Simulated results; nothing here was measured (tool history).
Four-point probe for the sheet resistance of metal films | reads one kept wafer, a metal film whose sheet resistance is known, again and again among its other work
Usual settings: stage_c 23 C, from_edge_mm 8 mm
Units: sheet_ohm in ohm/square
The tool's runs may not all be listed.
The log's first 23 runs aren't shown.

run	hour	stage_c	from_edge_mm	touches since the probe head was changed	hours of work since the stage's thermometer was calibrated	sheet_ohm
24	1311.2	32	8	86568	104	3.868481
25	1380.4	32	8	88008	134	3.868587
26	1416.9	27	32	88768	151	3.837698
27	1489.3	23	15	90274	183	3.865641
28	1527.7	32	7	91071	200	3.883949
29	1592.4	22	14	92419	229	3.870942
30	1626.6	21	59	93130	244	3.858959
31	1676.3	21	59	94164	266	3.859119
32	1710.9	35	4	94883	282	4.000735
33	1782.7	27	9	96377	314	3.875591
34	1851.7	25	11	97812	345	3.870535
35	1921.3	25	11	99260	376	3.86942
36	1962.7	25	11	100120	394	3.869532
37	2033.3	25	15	101589	426	3.857693
38	2097.6	25	15	102927	454	3.856556
39	2163.3	29	8	104294	484	3.879481
40	2237.9	33	16	105846	517	3.825423
41	2271.9	32	4	106553	532	4.011267
42	2342.6	29	8	108023	564	3.878277
43	2383.3	28	51	108871	582	3.831522
44	2456.9	24	6	110400	615	3.935823
45	2490	20	4	111089	630	4.060282
46	2549.1	22	5	112320	656	3.983698

3 ways to go on from here, each from the tool as it stands after run 46. What would each give?
A	2617.5	27	7	113741	686	?
B	2617.5	20	22	113741	686	?
C	2617.5	26	35	113741	686	?

run	sheet_ohm
A	3.900796
B	3.867383
C	3.838788
Without the tool's hidden state the same runs would have given:
run	sheet_ohm
A	3.903954
B	3.870494
C	3.841898
